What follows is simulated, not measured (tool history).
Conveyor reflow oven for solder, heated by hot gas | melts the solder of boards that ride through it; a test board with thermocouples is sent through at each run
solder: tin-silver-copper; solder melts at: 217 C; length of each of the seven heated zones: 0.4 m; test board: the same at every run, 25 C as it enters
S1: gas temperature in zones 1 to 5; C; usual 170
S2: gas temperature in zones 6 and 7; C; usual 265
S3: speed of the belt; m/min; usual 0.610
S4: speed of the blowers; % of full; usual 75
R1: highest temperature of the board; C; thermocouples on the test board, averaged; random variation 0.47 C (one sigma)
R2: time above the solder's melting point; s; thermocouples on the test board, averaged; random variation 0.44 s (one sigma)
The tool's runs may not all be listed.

run,hour,S1,S2,S3,S4,R1,R2
1,0.0,170,265,0.610,75,252.4,59.5
2,4.6,170,277,0.610,75,263.2,65.3
3,9.6,170,277,0.610,75,263.3,65.5
4,18.3,170,265,0.535,75,256.5,71.6
5,26.3,170,265,0.641,75,251.3,54.8
6,32.4,170,265,0.610,75,252.2,59.4
7,38.6,170,265,0.610,74,252.1,59.1
8,47.2,170,265,0.610,74,252.7,60.0
9,56.6,170,265,0.610,74,252.5,59.3
10,61.5,170,265,0.610,74,252.5,59.1
11,69.2,170,265,0.610,74,252.4,58.9
12,79.6,170,265,0.610,84,254.7,61.4
13,84.6,170,265,0.610,84,255.0,60.5
14,91.3,170,265,0.714,84,250.2,48.1
15,98.3,170,265,0.582,84,254.9,65.6
16,107.6,170,265,0.582,84,256.8,65.4
17,116.7,164,257,0.511,80,248.6,68.3
18,127.2,164,257,0.633,80,244.4,49.5
19,133.1,175,265,0.665,75,251.6,54.0

The next listed run, before its measurement:
20,142.6,175,265,0.665,75,?,?

Run 20 gave R1 250.8 C, R2 54.1 s.
Without the tool's hidden state the same run would have given R1 251.4 C, R2 54.0 s.
